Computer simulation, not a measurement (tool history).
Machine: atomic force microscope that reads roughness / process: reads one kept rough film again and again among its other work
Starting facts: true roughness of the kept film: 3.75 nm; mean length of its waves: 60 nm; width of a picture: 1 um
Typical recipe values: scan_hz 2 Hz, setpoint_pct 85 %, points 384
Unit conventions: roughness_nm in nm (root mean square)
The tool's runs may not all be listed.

| run | hour | scan_hz | setpoint_pct | points | roughness_nm |
|---|---|---|---|---|---|
| 1 | 0 | 2 | 85 | 384 | 3.135 |
| 2 | 21.8 | 2 | 82 | 384 | 3.188 |
| 3 | 63.5 | 2 | 82 | 384 | 3.142 |
| 4 | 88.7 | 2 | 82 | 384 | 3.09 |
| 5 | 128.3 | 2 | 82 | 384 | 3.047 |
| 6 | 158.5 | 2 | 82 | 384 | 3.021 |
| 7 | 195.3 | 2 | 82 | 384 | 2.972 |
| 8 | 221.4 | 0.76 | 82 | 384 | 3.433 |
| 9 | 240.5 | 0.76 | 82 | 384 | 3.428 |
| 10 | 277 | 0.76 | 82 | 384 | 3.381 |
| 11 | 304 | 0.76 | 82 | 384 | 3.329 |
| 12 | 338.2 | 0.76 | 82 | 384 | 3.315 |
| 13 | 371.2 | 0.76 | 82 | 384 | 3.25 |
| 14 | 408 | 2 | 66 | 384 | 3.215 |
| 15 | 448 | 2 | 85 | 384 | 2.914 |
| 16 | 477.6 | 2 | 83 | 384 | 3.206 |
| 17 | 503 | 2 | 83 | 384 | 3.177 |
| 18 | 532.2 | 2 | 83 | 384 | 3.144 |
| 19 | 557.2 | 2 | 83 | 384 | 3.127 |
| 20 | 589.8 | 2 | 85 | 384 | 3.047 |
| 21 | 607.6 | 2 | 85 | 384 | 3.041 |
| 22 | 646.6 | 2 | 85 | 384 | 2.987 |
| 23 | 669.6 | 2.42 | 85 | 384 | 2.887 |
| 24 | 701 | 2.15 | 76 | 384 | 3.042 |
| 25 | 741 | 2.15 | 76 | 384 | 3.273 |
| 26 | 775.5 | 2.15 | 76 | 443 | 3.268 |
| 27 | 811.9 | 3.94 | 73 | 384 | 3.086 |
| 28 | 830.4 | 3.94 | 73 | 384 | 3.02 |
| 29 | 864.2 | 0.91 | 87 | 384 | 3.228 |
| 30 | 900.4 | 0.91 | 87 | 384 | 3.179 |
| 31 | 942.1 | 2.15 | 73 | 384 | 3.093 |
| 32 | 971.5 | 1.1 | 62 | 290 | 3.238 |
| 33 | 1014.8 | 1.1 | 62 | 290 | 3.477 |
| 34 | 1041.4 | 2 | 85 | 461 | 3.147 |
| 35 | 1072.2 | 2 | 83 | 887 | 3.135 |
| 36 | 1090.3 | 2.44 | 76 | 410 | 3.134 |
| 37 | 1134 | 2.44 | 76 | 410 | 3.078 |
| 38 | 1172.1 | 2.44 | 69 | 578 | 3.141 |
| 39 | 1200.9 | 1.56 | 78 | 285 | 3.102 |
| 40 | 1244 | 1.56 | 78 | 285 | 3.343 |
| 41 | 1283.1 | 1.32 | 85 | 332 | 3.242 |
| 42 | 1302.3 | 2 | 85 | 953 | 3.107 |
| 43 | 1323.2 | 1.76 | 63 | 953 | 3.347 |

Taken out of this log: 5 entries between the listed runs. Where each belongs, and how the hidden state differs across it:
After run 7, before run 8: new tip fitted (hour 210.4)
  radius of the tip, nm: 28.8 -> 8.2; height scale over the true one, %: -0.63 -> -0.65
  the result without the hidden state subtracted from the measured one, roughness_nm: -0.279 -> -0.038 nm (root mean square)
After run 15, before run 16: new tip fitted (hour 467.5)
  radius of the tip, nm: 28.8 -> 8.3; height scale over the true one, %: -0.77 -> -0.78
  the result without the hidden state subtracted from the measured one, roughness_nm: -0.278 -> -0.042 nm (root mean square)
After run 24, before run 25: new tip fitted (hour 725.3)
  radius of the tip, nm: 28.7 -> 8.5; height scale over the true one, %: -0.9 -> -0.92
  the result without the hidden state subtracted from the measured one, roughness_nm: -0.294 -> -0.05 nm (root mean square)
After run 32, before run 33: new tip fitted (hour 982.4)
  radius of the tip, nm: 29.2 -> 9.9; height scale over the true one, %: -1.05 -> -1.07
  the result without the hidden state subtracted from the measured one, roughness_nm: -0.323 -> -0.079 nm (root mean square)
After run 39, before run 40: new tip fitted (hour 1239.5)
  radius of the tip, nm: 26.3 -> 7.5; height scale over the true one, %: -1.17 -> -1.19
  the result without the hidden state subtracted from the measured one, roughness_nm: -0.278 -> -0.047 nm (root mean square)
